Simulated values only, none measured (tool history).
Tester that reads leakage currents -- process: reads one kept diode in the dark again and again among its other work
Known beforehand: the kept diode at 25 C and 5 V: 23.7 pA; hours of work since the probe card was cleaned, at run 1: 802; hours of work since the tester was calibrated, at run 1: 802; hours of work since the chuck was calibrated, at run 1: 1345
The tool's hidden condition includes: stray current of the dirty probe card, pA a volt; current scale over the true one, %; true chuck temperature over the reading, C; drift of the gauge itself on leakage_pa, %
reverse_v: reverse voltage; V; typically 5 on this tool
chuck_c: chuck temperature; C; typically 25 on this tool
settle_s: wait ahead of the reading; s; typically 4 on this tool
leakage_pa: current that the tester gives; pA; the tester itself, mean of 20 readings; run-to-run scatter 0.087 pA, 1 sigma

run,day,reverse_v,chuck_c,settle_s,hours of work since the probe card was cleaned,hours of work since the tester was calibrated,hours of work since the chuck was calibrated,leakage_pa
1,0,5,25,4,802,802,1345,29.3
2,4.754,5,25,4,866,866,1409,29.65
3,9.838,5,25,4,935,935,1478,30.03
4,13.967,5,25,4,991,991,1534,30.51
5,16.679,5,33,4,1027,1027,1570,57.33
# day 17.208: tester calibrated
6,18.988,5,33,4,1057,24,1600,57.57
7,22.05,5,25,4,1099,66,1642,30.5
8,25.929,5,55,0.51,1151,118,1694,301.81
9,30.138,5.28,44,4,1208,175,1751,141.11
10,33.067,5.28,44,4,1248,215,1791,141.95
# day 35.279: tester calibrated, once more
11,36.612,8.73,22,0.44,1295,18,1838,37.58
12,40.229,8.73,22,0.44,1343,67,1887,37.88
13,44.879,1.73,53,0.44,1406,130,1949,143.15

Alternative continuations, all from the tool just after run 13; predict every row:
A,48.025,5,39,4,1449,172,1992,?
B,48.025,9.98,34,4,1449,172,1992,?
C,48.025,1.73,27,0.76,1449,172,1992,?

run,leakage_pa
A,96.95
B,100.5
C,19.92
The same runs, with their run-to-run variation unchanged, on a tool lacking any hidden condition would have given:
run,leakage_pa
A,77
B,76.98
C,15.26
